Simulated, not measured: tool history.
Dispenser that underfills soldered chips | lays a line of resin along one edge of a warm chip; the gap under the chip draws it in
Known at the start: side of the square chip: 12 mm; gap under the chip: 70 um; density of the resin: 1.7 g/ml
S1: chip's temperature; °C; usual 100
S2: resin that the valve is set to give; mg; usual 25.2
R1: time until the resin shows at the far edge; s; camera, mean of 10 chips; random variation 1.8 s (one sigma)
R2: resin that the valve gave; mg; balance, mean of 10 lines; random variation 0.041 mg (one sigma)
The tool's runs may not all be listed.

Run 1, hour 0.0: usual settings. Result: R1 242.6 s, R2 25.08 mg.
At hour 2.7: new syringe of resin.
Run 2, hour 6.2: usual settings. Result: R1 196.8 s, R2 24.97 mg.
Run 3, hour 9.2: usual settings. Result: R1 219.1 s, R2 25.04 mg.
At hour 14.3: new syringe of resin.
Run 4, hour 15.8: usual settings. Result: R1 186.7 s, R2 24.92 mg.
Run 5, hour 21.6: usual settings but S1 90 °C. Result: R1 305.8 s, R2 25.01 mg.
Run 6, hour 25.1: usual settings. Result: R1 256.3 s, R2 24.84 mg.
At hour 26.1: new syringe of resin.
Run 7, hour 28.1: usual settings. Result: R1 186.3 s, R2 24.86 mg.
Run 8, hour 32.7: usual settings. Result: R1 220.2 s, R2 24.81 mg.
At hour 37.7: new syringe of resin.
Run 9, hour 37.7: usual settings. Result: R1 175.8 s, R2 24.80 mg.
Run 10, hour 42.0: usual settings. Result: R1 204.1 s, R2 24.79 mg.
Run 11, hour 45.5: usual settings but S2 22.5 mg. Result: R1 232.4 s, R2 22.02 mg.
At hour 49.5: new syringe of resin.
Run 12, hour 50.3: usual settings but S2 22.5 mg. Result: R1 186.5 s, R2 22.05 mg.
Run 13, hour 55.8: usual settings but S2 22.5 mg. Result: R1 226.5 s, R2 21.97 mg.
At hour 61.1: new syringe of resin.
Run 14, hour 61.1: usual settings. Result: R1 174.9 s, R2 24.61 mg.
Run 15, hour 67.2: usual settings. Result: R1 211.9 s, R2 24.69 mg.
Run 16, hour 71.8: usual settings. Result: R1 261.2 s, R2 24.59 mg.
At hour 73.3: new syringe of resin.
Run 17, hour 77.9: usual settings but S1 85 °C. Result: R1 326.7 s, R2 24.56 mg.
Run 18, hour 83.6: usual settings but S1 87 °C, S2 22.8 mg. Result: R1 382.1 s, R2 22.08 mg.
At hour 85.0: new syringe of resin.
Run 19, hour 87.0: usual settings but S1 88 °C, S2 28.9 mg. Result: R1 264.5 s, R2 28.02 mg.
Run 20, hour 90.0: usual settings but S1 88 °C, S2 28.9 mg. Result: R1 289.6 s, R2 27.95 mg.
Run 21, hour 95.6: usual settings but S1 111 °C, S2 22.0 mg. Result: R1 190.8 s, R2 21.30 mg.
At hour 96.6: new syringe of resin.
At hour 98.9: dispensing valve cleaned and set on the balance.
Run 22, hour 100.3: usual settings but S1 104 °C, S2 29.1 mg. Result: R1 167.1 s, R2 28.98 mg.
Run 23, hour 104.3: usual settings but S1 86 °C, S2 30.9 mg. Result: R1 325.0 s, R2 30.83 mg.
At hour 109.2: new syringe of resin.
Run 24, hour 109.5: usual settings but S1 115 °C, S2 31.7 mg. Result: R1 113.1 s, R2 31.44 mg.
Run 25, hour 116.0: usual settings but S1 106 °C, S2 31.9 mg. Result: R1 181.5 s, R2 31.72 mg.
Run 26, hour 120.0: usual settings but S1 106 °C, S2 31.9 mg. Result: R1 206.9 s, R2 31.67 mg.
At hour 120.9: new syringe of resin.
Run 27, hour 126.8: usual settings but S1 96 °C, S2 26.2 mg. Result: R1 226.7 s, R2 25.97 mg.
Run 28, hour 131.0: usual settings but S1 98 °C, S2 27.7 mg. Result: R1 252.7 s, R2 27.36 mg.
At hour 132.9: new syringe of resin.
Run 29, hour 135.8: usual settings but S1 85 °C, S2 26.8 mg. Result: R1 292.7 s, R2 26.49 mg.
Run 30, hour 140.1: usual settings but S1 113 °C, S2 24.8 mg. Result: R1 151.9 s, R2 24.47 mg.
Run 31, hour 143.8: usual settings but S1 113 °C, S2 21.7 mg. Result: R1 181.1 s, R2 21.34 mg.
At hour 144.6: new syringe of resin.
Run 32, hour 150.6: usual settings but S1 95 °C, S2 26.6 mg. Result: R1 243.7 s, R2 26.14 mg.
At hour 156.4: new syringe of resin.
Run 33, hour 156.4: usual settings but S1 95 °C, S2 26.6 mg. Result: R1 195.8 s, R2 26.06 mg.

5 ways to go on from here, each from the tool as it stands after run 33. What would each give?
Run A, hour 159.4: usual settings but S1 88 °C, S2 24.3 mg. Result: R1 ?, R2 ?.
Run B, hour 159.4: usual settings but S1 111 °C, S2 25.3 mg. Result: R1 ?, R2 ?.
Run C, hour 159.4: usual settings but S2 22.8 mg. Result: R1 ?, R2 ?.
Run D, hour 159.4: usual settings but S1 88 °C, S2 22.1 mg. Result: R1 ?, R2 ?.
Run E, hour 159.4: usual settings but S1 98 °C, S2 25.4 mg. Result: R1 ?, R2 ?.

run     R1     R2
  A  270.4  23.79
  B  138.4  24.82
  C  196.1  22.32
  D  282.9  21.63
  E  201.5  24.82
Without the tool's hidden state the same runs would have given:
run     R1     R2
  A  247.4  24.28
  B  126.5  25.32
  C  178.9  22.78
  D  258.4  22.07
  E  184.3  25.33
